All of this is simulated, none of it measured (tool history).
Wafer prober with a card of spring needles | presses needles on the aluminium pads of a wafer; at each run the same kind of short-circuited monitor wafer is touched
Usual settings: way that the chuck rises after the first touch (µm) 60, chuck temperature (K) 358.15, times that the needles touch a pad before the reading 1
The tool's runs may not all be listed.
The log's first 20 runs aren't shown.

run,hour,way that the chuck rises after the first touch (µm),chuck temperature (K),times that the needles touch a pad before the reading,touches since the tips were cleaned,cleanings since the card got new needles,touches since the first contact's height was set,resistance of one needle with its contact and lead (mohm),way that a needle slides on the pad (µm)
# hour 205.8: height of the first contact set anew, once more
21,211.9,46,388.15,1,6063,13,1176,328,11.38
# hour 225.9: tips cleaned on abrasive film
22,226.7,46,388.15,1,164,14,4042,280,11.32
23,235.4,64,358.15,2,1850,14,5728,278,15.73
24,248.6,63,362.15,1,4410,14,8288,298,15.51
25,256.3,63,362.15,1,5904,14,9782,297,15.48
26,270.2,54,343.15,1,8588,14,12466,316,13.32
# hour 271.6: tips cleaned on abrasive film
27,277.7,41,351.15,1,1170,15,13898,289,10.04
28,288.2,47,375.15,1,3220,15,15948,315,11.5
29,300.7,47,323.15,2,5645,15,18373,289,11.54
30,312,47,304.15,2,7834,15,20562,290,11.52
# hour 316.9: tips cleaned on abrasive film
31,323.3,72,376.15,2,1234,16,22722,276,17.64
32,337.3,45,363.15,2,3959,16,25447,300,11.01
33,347,45,363.15,2,5831,16,27319,305,10.99
# hour 361.6: tips cleaned on abrasive film
34,361.6,45,363.15,2,0,17,30137,266,10.99

Forecast each of these 5 alternatives for the next run:
A,369.7,61,363.15,2,1572,17,31709,?,?
B,369.7,72,329.15,1,1572,17,31709,?,?
C,369.7,60,336.15,1,1572,17,31709,?,?
D,369.7,60,335.15,1,1572,17,31709,?,?
E,369.7,54,334.15,2,1572,17,31709,?,?

run,resistance of one needle with its contact and lead (mohm),way that a needle slides on the pad (µm)
A,273,14.89
B,277,17.65
C,275,14.69
D,283,14.67
E,269,13.16
Without the tool's hidden state the same runs would have given:
run,resistance of one needle with its contact and lead (mohm),way that a needle slides on the pad (µm)
A,259,15
B,256,17.77
C,250,14.81
D,257,14.79
E,252,13.27

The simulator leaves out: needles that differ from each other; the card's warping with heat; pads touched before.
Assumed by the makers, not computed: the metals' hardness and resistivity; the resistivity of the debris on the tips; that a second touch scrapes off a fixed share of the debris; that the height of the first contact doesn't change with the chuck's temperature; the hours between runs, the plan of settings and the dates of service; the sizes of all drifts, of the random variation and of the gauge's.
